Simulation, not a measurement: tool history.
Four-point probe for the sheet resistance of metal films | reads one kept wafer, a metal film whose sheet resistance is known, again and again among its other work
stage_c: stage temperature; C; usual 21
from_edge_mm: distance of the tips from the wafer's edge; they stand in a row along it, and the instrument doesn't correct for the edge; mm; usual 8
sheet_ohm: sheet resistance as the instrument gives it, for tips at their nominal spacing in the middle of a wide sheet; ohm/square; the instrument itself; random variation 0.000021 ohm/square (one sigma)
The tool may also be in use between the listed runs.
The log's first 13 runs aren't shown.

Run 14, hour 1011.7: usual settings but stage_c 24 C. Result: sheet_ohm 0.107618 ohm/square.
Run 15, hour 1083.3: usual settings. Result: sheet_ohm 0.107401 ohm/square.
Run 16, hour 1171.5: usual settings. Result: sheet_ohm 0.107357 ohm/square.
Run 17, hour 1257.4: usual settings. Result: sheet_ohm 0.107365 ohm/square.
Run 18, hour 1370.4: usual settings. Result: sheet_ohm 0.107416 ohm/square.
Run 19, hour 1499.7: usual settings but stage_c 31 C. Result: sheet_ohm 0.10806 ohm/square.
Run 20, hour 1594.5: usual settings but stage_c 22 C, from_edge_mm 18 mm. Result: sheet_ohm 0.107283 ohm/square.
Run 21, hour 1688.4: usual settings but stage_c 34 C. Result: sheet_ohm 0.10822 ohm/square.
Run 22, hour 1745.1: usual settings but stage_c 19 C, from_edge_mm 10 mm. Result: sheet_ohm 0.10718 ohm/square.
Run 23, hour 1857.9: usual settings but from_edge_mm 4 mm. Result: sheet_ohm 0.108086 ohm/square.
Run 24, hour 1923.8: usual settings but stage_c 19 C, from_edge_mm 28 mm. Result: sheet_ohm 0.107061 ohm/square.
Run 25, hour 1997.4: usual settings but stage_c 33 C, from_edge_mm 7 mm. Result: sheet_ohm 0.108259 ohm/square.
Run 26, hour 2056.2: usual settings but from_edge_mm 16 mm. Result: sheet_ohm 0.107198 ohm/square.
Run 27, hour 2150.2: usual settings but stage_c 20 C. Result: sheet_ohm 0.107365 ohm/square.
Run 28, hour 2227.2: usual settings but stage_c 20 C. Result: sheet_ohm 0.107344 ohm/square.
Run 29, hour 2290.2: usual settings but stage_c 20 C, from_edge_mm 25 mm. Result: sheet_ohm 0.107125 ohm/square.
Run 30, hour 2376.2: usual settings but stage_c 20 C, from_edge_mm 5 mm. Result: sheet_ohm 0.107729 ohm/square.
Run 31, hour 2485.1: usual settings but stage_c 27 C, from_edge_mm 7 mm. Result: sheet_ohm 0.107852 ohm/square.
Run 32, hour 2594.9: usual settings but stage_c 27 C, from_edge_mm 7 mm. Result: sheet_ohm 0.107854 ohm/square.
At hour 2690.6: stage's thermometer calibrated.
Run 33, hour 2724.5: usual settings but stage_c 34 C, from_edge_mm 19 mm. Result: sheet_ohm 0.108069 ohm/square.
Run 34, hour 2803.5: usual settings but stage_c 28 C, from_edge_mm 5 mm. Result: sheet_ohm 0.108235 ohm/square.
Run 35, hour 2932.1: usual settings but stage_c 24 C, from_edge_mm 56 mm. Result: sheet_ohm 0.10745 ohm/square.

3 ways to go on from here, each from the tool as it stands after run 35. What would each give?
Run A, hour 3012.5: usual settings but stage_c 31 C, from_edge_mm 24 mm. Result: sheet_ohm ?.
Run B, hour 3012.5: usual settings but stage_c 28 C, from_edge_mm 5 mm. Result: sheet_ohm ?.
Run C, hour 3012.5: usual settings but stage_c 22 C, from_edge_mm 59 mm. Result: sheet_ohm ?.

run  sheet_ohm
  A   0.107873
  B   0.108251
  C   0.107243
Without the tool's hidden state the same runs would have given:
run  sheet_ohm
  A   0.107856
  B   0.108235
  C   0.107227
